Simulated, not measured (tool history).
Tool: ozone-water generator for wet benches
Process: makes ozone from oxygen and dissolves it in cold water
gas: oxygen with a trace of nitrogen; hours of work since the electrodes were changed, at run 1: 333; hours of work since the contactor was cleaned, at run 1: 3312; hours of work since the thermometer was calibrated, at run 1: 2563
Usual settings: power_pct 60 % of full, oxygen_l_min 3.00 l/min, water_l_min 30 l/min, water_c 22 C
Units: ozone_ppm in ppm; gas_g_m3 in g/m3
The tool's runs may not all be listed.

run    hour  power_pct  oxygen_l_min  water_l_min  water_c  hours of work since the electrodes were changed  hours of work since the contactor was cleaned  hours of work since the thermometer was calibrated  ozone_ppm  gas_g_m3
  1     0.0         60          3.00           30       22                                              333                                           3312                                                2563       12.7     217.9
  2    21.1         60          3.00           30       22                                              349                                           3328                                                2579       12.7     216.0
  3    49.1         60          3.00           30       22                                              370                                           3349                                                2600       12.9     218.4
  4    82.2         60          3.00           30       22                                              395                                           3374                                                2625       12.6     219.6
  5   118.6         60          3.40           30       22                                              422                                           3401                                                2652       13.2     212.4
  6   155.3         74          3.00           30       22                                              450                                           3429                                                2680       15.3     259.5
  7   188.2         74          3.00           30       22                                              475                                           3454                                                2705       15.3     260.4
  8   233.4         60          3.00           30       22                                              509                                           3488                                                2739       12.7     219.0
  9   275.1         60          3.00           30       22                                              540                                           3519                                                2770       12.6     220.2
 10   315.5         60          2.70           30       22                                              571                                           3550                                                2800       12.2     223.9
 11   339.9         60          3.00           24       22                                              589                                           3568                                                2819       15.6     218.2
 12   376.7         60          3.00           24       22                                              617                                           3596                                                2846       15.4     219.7
 13   413.2         60          3.00           24       22                                              644                                           3623                                                2874       15.5     219.1
 14   460.0         60          3.00           20       22                                              679                                           3658                                                2909       18.2     220.6
 15   485.4         60          3.00           30       28                                              699                                           3677                                                2928       12.1     218.6
 16   517.0         60          3.00           30       22                                              722                                           3701                                                2952       12.8     218.5
 17   542.9         58          2.53           40       20                                              742                                           3721                                                2972        8.7     226.1
 18   573.7         51          2.10           40       20                                              765                                           3744                                                2995        7.1     216.3
 19   604.3         51          2.10           40       20                                              788                                           3767                                                3018        7.1     217.4
 20   648.0         45          2.10           24       20                                              821                                           3800                                                3051       10.8     198.0
 21   674.5         60          3.98           30       22                                              841                                           3820                                                3071       14.5     200.4
 22   698.5         79          3.00           18       20                                              859                                           3838                                                3089       25.6     274.7
 23   730.5         79          3.00           18       20                                              883                                           3862                                                3113       25.7     274.2
 24   772.9         73          3.11           18       20                                              915                                           3894                                                3145       24.4     259.0
 25   815.8         73          3.11           18       20                                              947                                           3926                                                3177       24.3     255.3
 26   851.6         73          3.11           18       20                                              974                                           3953                                                3204       24.4     256.7
 27   889.5         65          5.23           30       17                                             1003                                           3982                                                3233       17.6     199.3
 28   929.2         65          5.23           30       17                                             1033                                           4012                                                3262       17.8     199.8
 29   965.3         60          1.98           22       22                                             1060                                           4039                                                3290       14.6     252.4
 30  1000.7         60          1.98           22       22                                             1087                                           4065                                                3316       14.2     254.0
 31  1025.5         60          4.14           21       21                                             1105                                           4084                                                3335       19.7     201.2
 32  1067.8         73          1.71           47       20                                             1137                                           4116                                                3367        7.1     311.5

Hidden state or all else? Some run-to-run changes of gas_g_m3, split into what the settings, what came in and random variation would give without the hidden state, and what is left for the hidden state (with any gauge scatter that isn't in both results):
The hidden state here: yield of the discharge, % of new electrodes'; contactor's efficiency, % of a clean one's; true water temperature over the reading, C; drift of the gauge itself on ozone_ppm, %; drift of the gauge itself on gas_g_m3, %.
Run 21 -> 22: power_pct 60 -> 79, oxygen_l_min 3.98 -> 3.00, water_l_min 30 -> 18, water_c 22 -> 20. gas_g_m3 +74.3 g/m3: hidden state +1.4, all else +72.9.
Run 26 -> 27: power_pct 73 -> 65, oxygen_l_min 3.11 -> 5.23, water_l_min 18 -> 30, water_c 20 -> 17. gas_g_m3 -57.4 g/m3: hidden state -1.1, all else -56.3.
Run 28 -> 29: power_pct 65 -> 60, oxygen_l_min 5.23 -> 1.98, water_l_min 30 -> 22, water_c 17 -> 22. gas_g_m3 +52.6 g/m3: hidden state +1.4, all else +51.2.
Run 31 -> 32: power_pct 60 -> 73, oxygen_l_min 4.14 -> 1.71, water_l_min 21 -> 47, water_c 21 -> 20. gas_g_m3 +110.3 g/m3: hidden state +3.1, all else +107.2.
